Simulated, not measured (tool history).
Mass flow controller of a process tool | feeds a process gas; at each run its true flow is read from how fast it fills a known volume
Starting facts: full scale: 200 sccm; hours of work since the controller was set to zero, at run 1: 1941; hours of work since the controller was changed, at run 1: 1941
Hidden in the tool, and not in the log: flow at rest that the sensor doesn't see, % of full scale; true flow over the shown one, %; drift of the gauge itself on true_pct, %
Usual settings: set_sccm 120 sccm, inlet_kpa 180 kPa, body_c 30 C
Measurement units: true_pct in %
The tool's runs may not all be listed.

run    hour  set_sccm  inlet_kpa  body_c  hours of work since the controller was set to zero  hours of work since the controller was changed  true_pct
  1       0       120        180      30                                                1941                                            1941     99.04
  2    88.6       120        180      30                                                1984                                            1984     99.05
  3   214.5       120        160      30                                                2047                                            2047     99.05
  4   303.6       120        160      30                                                2091                                            2091     99.05
  5   375.5        33        160      30                                                2126                                            2126     97.91
  6   482.9       120        178      30                                                2180                                            2180     99.04
  7   560.7       120        178      30                                                2218                                            2218     99.09
  8   622.9       120        178      30                                                2249                                            2249     99.11
  9   734.9       120        180      30                                                2304                                            2304     99.19
 10   870.1       120        180      30                                                2371                                            2371     99.14
 11   951.9       120        180      30                                                2412                                            2412     99.16
 12    1063       120        180      30                                                2467                                            2467     99.17
 13  1183.5       120        180      27                                                2526                                            2526     99.31
 14  1293.3       120        180      27                                                2581                                            2581     99.39
 15  1422.9       120        180      27                                                2645                                            2645     99.47
 16  1501.2       120        180      27                                                2683                                            2683     99.52
 17  1598.6       120        180      30                                                2732                                            2732     99.24
 18    1673       120        180      30                                                2768                                            2768     99.12
 19  1756.9       120        180      30                                                2810                                            2810     99.11
 20  1851.3       120        180      30                                                2857                                            2857     99.15
 21  1929.7       120        196      30                                                2895                                            2895     99.23
 22  2058.6        37        180      30                                                2959                                            2959     98.13
 23  2140.7        37        180      30                                                3000                                            3000     97.98
 24  2277.3       120        220      30                                                3067                                            3067     99.29
 25    2339        98        220      30                                                3098                                            3098     99.08
 26  2443.9        98        220      38                                                3150                                            3150     98.61
 27  2555.1       120        221      23                                                3205                                            3205     99.97
 28  2613.9       120        221      23                                                3234                                            3234     99.82
 29  2720.5       120        221      23                                                3287                                            3287     99.81
 30  2801.3       120        221      23                                                3327                                            3327     99.89
 31  2899.9       120        221      23                                                3376                                            3376     99.88
 32  2958.2       120        151      36                                                3404                                            3404     98.75
 33  3022.6        51        262      37                                                3436                                            3436     98.14
 34  3099.7        24        180      30                                                3474                                            3474      97.3
 35  3187.7        24        180      39                                                3518                                            3518     96.59
 36  3281.2        25        180      30                                                3564                                            3564     97.39
 37  3370.6       162        249      27                                                3608                                            3608    100.02
 38  3455.6       194        219      40                                                3650                                            3650     99.19
 39  3587.2        74        251      29                                                3716                                            3716     99.15
 40  3707.1       117        155      40                                                3775                                            3775     98.46
 41    3801        42        200      23                                                3821                                            3821     99.02

Measured less the same run without the tool's hidden state. The same run-to-run variation is in both; the gauge's scatter may not be:
run  true_pct
  1     -0.15
  2     -0.13
  3     -0.13
  4     -0.12
  5     -0.73
  6      -0.1
  7     -0.09
  8      -0.1
  9     -0.08
 10     -0.07
 11     -0.06
 12     -0.06
 13     -0.05
 14     -0.04
 15     -0.04
 16     -0.03
 17     -0.02
 18     -0.01
 19     -0.01
 20        +0
 21     +0.01
 22     -0.71
 23      -0.7
 24     +0.03
 25     -0.04
 26     -0.03
 27     +0.04
 28     +0.05
 29     +0.06
 30     +0.07
 31     +0.08
 32     +0.08
 33     -0.42
 34      -1.4
 35     -1.42
 36     -1.35
 37     +0.22
 38     +0.27
 39     -0.11
 40     +0.13
 41     -0.61
